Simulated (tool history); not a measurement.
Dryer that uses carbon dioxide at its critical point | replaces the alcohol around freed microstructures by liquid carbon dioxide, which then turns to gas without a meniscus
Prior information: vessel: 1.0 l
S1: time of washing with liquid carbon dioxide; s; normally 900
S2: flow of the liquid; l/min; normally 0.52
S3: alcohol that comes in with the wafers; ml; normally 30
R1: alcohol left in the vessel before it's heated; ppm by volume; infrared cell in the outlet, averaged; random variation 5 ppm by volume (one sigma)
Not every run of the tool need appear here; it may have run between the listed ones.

run,hour,S1,S2,S3,R1
1,0,900,0.52,30,188
2,33.4,900,0.52,30,198
3,67.2,900,0.52,30,214
4,94,900,0.52,49,259
5,129.6,900,0.52,49,261
6,160.6,900,0.52,49,272
7,185.7,1020,0.52,49,235
8,208.4,1020,0.52,49,241
9,242.2,900,0.52,30,278
10,270.3,900,0.52,30,295
11,292.6,900,0.52,81,408
12,333,900,0.52,81,436
13,371.7,900,0.52,81,444
# hour 391.3: purifier's bed changed
14,413.7,900,0.52,81,249
15,451.7,600,0.52,30,661
16,484.2,600,0.52,30,675
17,506.7,720,0.328,77,4787
18,525.9,720,0.597,77,451
19,545.2,900,0.52,37,186
# hour 572.6: inlet filter changed
20,584.2,660,0.414,60,1268
21,606,600,0.702,30,121
22,647,1080,0.737,59,74
23,685.9,780,0.52,29,173
24,714.7,1080,0.52,29,103
25,733.3,960,0.669,29,96
26,759.5,1140,0.563,29,108
27,796.1,1140,0.563,29,107
28,829.9,660,0.381,87,3041
29,851.4,660,0.417,59,1594
30,888.7,1320,0.336,66,323
31,923.3,720,0.52,110,881

Consider 5 possible next runs. They are alternatives, not a sequence: every one starts from the tool as it was left by run 31. What does each give?
A,961.3,1320,0.52,25,?
B,961.3,900,0.408,30,?
C,961.3,900,0.8,30,?
D,961.3,900,0.364,30,?
E,961.3,720,0.52,110,?

run,R1
A,158
B,422
C,151
D,562
E,946
The same runs, with their run-to-run variation unchanged, on a tool lacking any hidden condition would have given:
run,R1
A,10
B,172
C,9
D,269
E,485
